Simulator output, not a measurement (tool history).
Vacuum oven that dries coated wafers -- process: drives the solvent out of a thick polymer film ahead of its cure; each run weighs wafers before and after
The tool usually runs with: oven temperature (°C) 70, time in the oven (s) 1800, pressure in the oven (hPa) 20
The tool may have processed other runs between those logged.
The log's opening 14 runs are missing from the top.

| run | day | oven temperature (°C) | time in the oven (s) | pressure in the oven (hPa) | hours of work since the thermocouples were calibrated | hours of work since the vacuum gauge was cleaned of residue | solvent left in the film (%) |
|---|---|---|---|---|---|---|---|
| 15 | 28.504 | 80 | 2340 | 20 | 453 | 1031 | 3.24 |
| 16 | 30.779 | 70 | 1800 | 20 | 493 | 1071 | 5.63 |
| 17 | 32.804 | 70 | 1800 | 20 | 528 | 1106 | 5.6 |
| 18 | 34.462 | 70 | 1800 | 20 | 557 | 1135 | 5.7 |
| 19 | 35.9 | 70 | 1800 | 20 | 582 | 1160 | 5.67 |
| 20 | 38.167 | 70 | 1800 | 20 | 622 | 1200 | 5.71 |
| 21 | 40.85 | 70 | 1800 | 20.9 | 669 | 1247 | 5.89 |
| 22 | 43.583 | 70 | 1800 | 20.9 | 716 | 1294 | 5.97 |
| 23 | 45.796 | 70 | 1800 | 20 | 755 | 1333 | 5.82 |
| 24 | 48.712 | 70 | 2160 | 20 | 806 | 1384 | 5.51 |
| 25 | 51.583 | 70 | 2160 | 20 | 856 | 1434 | 5.58 |
| 26 | 53.429 | 79 | 2160 | 20 | 888 | 1466 | 3.55 |
| 27 | 55.879 | 60 | 1800 | 37.4 | 931 | 1509 | 15.56 |
| 28 | 57.817 | 60 | 1800 | 37.4 | 964 | 1543 | 15.66 |
| 29 | 59.879 | 70 | 900 | 10.6 | 1000 | 1579 | 6.33 |
| 30 | 62.646 | 70 | 900 | 10.6 | 1049 | 1627 | 6.32 |
| 31 | 64.442 | 70 | 2580 | 10.6 | 1080 | 1658 | 3.39 |
| 32 | 67.204 | 70 | 1260 | 20 | 1128 | 1706 | 6.95 |
| 33 | 68.438 | 70 | 1920 | 20 | 1150 | 1728 | 5.96 |
| 34 | 70.592 | 70 | 2940 | 64.9 | 1187 | 1765 | 16.11 |
| 35 | 73.021 | 70 | 2940 | 64.9 | 1230 | 1808 | 15.93 |
| 36 | 74.579 | 70 | 2940 | 64.9 | 1257 | 1835 | 16.22 |

Expected results for the next run?
| 37 | 77.033 | 70 | 2940 | 64.9 | 1300 | 1878 | ? |

Run 37 came out at solvent left in the film (%) 16.15.
Without the tool's hidden state the same run would have given solvent left in the film (%) 14.69.

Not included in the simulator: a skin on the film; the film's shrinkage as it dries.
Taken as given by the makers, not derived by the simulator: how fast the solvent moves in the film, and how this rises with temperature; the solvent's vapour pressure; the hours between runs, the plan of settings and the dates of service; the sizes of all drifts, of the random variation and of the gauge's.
